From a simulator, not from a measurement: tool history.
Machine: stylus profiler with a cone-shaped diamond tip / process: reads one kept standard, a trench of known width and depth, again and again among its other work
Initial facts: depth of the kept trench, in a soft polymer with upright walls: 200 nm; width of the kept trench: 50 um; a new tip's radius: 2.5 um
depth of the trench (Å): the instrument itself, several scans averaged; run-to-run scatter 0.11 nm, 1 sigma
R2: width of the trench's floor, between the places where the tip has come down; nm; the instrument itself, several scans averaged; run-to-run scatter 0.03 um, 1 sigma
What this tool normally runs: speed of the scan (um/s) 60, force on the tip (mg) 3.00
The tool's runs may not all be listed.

Run 1, hour 0.0: usual settings. Result: depth of the trench (Å) 2042.6, R2 46920 nm.
Run 2, hour 35.0: usual settings. Result: depth of the trench (Å) 2044.0, R2 46930 nm.
Run 3, hour 68.8: usual settings. Result: depth of the trench (Å) 2042.9, R2 46860 nm.
Run 4, hour 117.9: usual settings but force on the tip (mg) 5.07. Result: depth of the trench (Å) 2059.3, R2 46920 nm.
Run 5, hour 168.5: usual settings but speed of the scan (um/s) 212. Result: depth of the trench (Å) 2044.8, R2 46250 nm.
Run 6, hour 195.0: usual settings but speed of the scan (um/s) 212. Result: depth of the trench (Å) 2046.1, R2 46210 nm.
Run 7, hour 232.4: usual settings but force on the tip (mg) 7.71. Result: depth of the trench (Å) 2079.9, R2 46900 nm.
Run 8, hour 254.4: usual settings. Result: depth of the trench (Å) 2044.1, R2 46800 nm.
Run 9, hour 304.6: usual settings. Result: depth of the trench (Å) 2046.5, R2 46730 nm.
Run 10, hour 347.9: usual settings. Result: depth of the trench (Å) 2046.4, R2 46710 nm.
Run 11, hour 378.6: usual settings but speed of the scan (um/s) 66. Result: depth of the trench (Å) 2044.9, R2 46730 nm.
Run 12, hour 416.7: usual settings but speed of the scan (um/s) 66. Result: depth of the trench (Å) 2046.2, R2 46750 nm.
Run 13, hour 455.6: usual settings but speed of the scan (um/s) 66. Result: depth of the trench (Å) 2043.6, R2 46680 nm.

Predict the results of run 14:
Run 14, hour 485.7: usual settings but speed of the scan (um/s) 22, force on the tip (mg) 4.68. Result: depth of the trench (Å) ?, R2 ?.

{"run 14": {"depth of the trench (Å)": 2058.3, "R2": 46890}}
With the hidden condition absent and the run-to-run variation left alone, this run would have shown depth of the trench (Å) 2051.9, R2 47990 nm.
